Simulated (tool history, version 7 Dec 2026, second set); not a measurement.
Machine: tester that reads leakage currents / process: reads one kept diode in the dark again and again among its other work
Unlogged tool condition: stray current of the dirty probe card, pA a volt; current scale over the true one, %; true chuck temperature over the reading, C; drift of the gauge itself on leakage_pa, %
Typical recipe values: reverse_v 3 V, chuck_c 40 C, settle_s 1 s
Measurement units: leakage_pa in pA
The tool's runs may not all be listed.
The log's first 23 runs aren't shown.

run,hour,reverse_v,chuck_c,settle_s,hours of work since the probe card was cleaned,hours of work since the tester was calibrated,hours of work since the chuck was calibrated,leakage_pa
24,1892.5,1.44,20,0.33,1744,3819,116,60.18
# hour 1988.9: tester calibrated
25,2008.8,1.44,20,0.33,1819,13,191,61.54
26,2083.8,1.44,23,2.04,1869,63,241,81.82
27,2203,1.44,55,2.04,1947,141,319,1258.9
28,2278.7,1.44,55,2.04,1997,191,369,1264.36
29,2390.4,1.28,47,8.83,2071,265,443,636.55
30,2488.4,1.28,47,8.83,2136,330,508,638.61
31,2537.9,1.28,47,8.83,2168,362,540,639.23
32,2598,1.28,47,8.83,2208,402,580,642.85
33,2671.2,1.28,47,8.83,2256,450,628,644.23
34,2770.1,1.16,32,1,2322,515,694,173.79
35,2873.3,1.68,27,0.75,2390,583,762,131.6
36,2972.8,1.53,40,1,2455,649,827,398.57
37,3049.5,3,39,3.45,2506,700,878,500.52
38,3146.5,11.16,23,7.64,2570,764,942,225.08
39,3227.8,11.16,23,7.64,2623,817,995,225.57
40,3288.6,11.16,23,7.64,2664,857,1036,226.04

Below are 4 alternative next runs, each starting from the tool's condition after run 40. Predict each:
A,3357.6,6.69,48,1,2709,903,1081,?
B,3357.6,11.16,39,7.64,2709,903,1081,?
C,3357.6,1.8,57,7.64,2709,903,1081,?
D,3357.6,6.39,51,3.47,2709,903,1081,?

run,leakage_pa
A,1544.64
B,939.94
C,1689.61
D,1907.76
The same runs, with their run-to-run variation unchanged, on a tool lacking any hidden condition would have given:
run,leakage_pa
A,1456
B,880.13
C,1600.04
D,1801.04
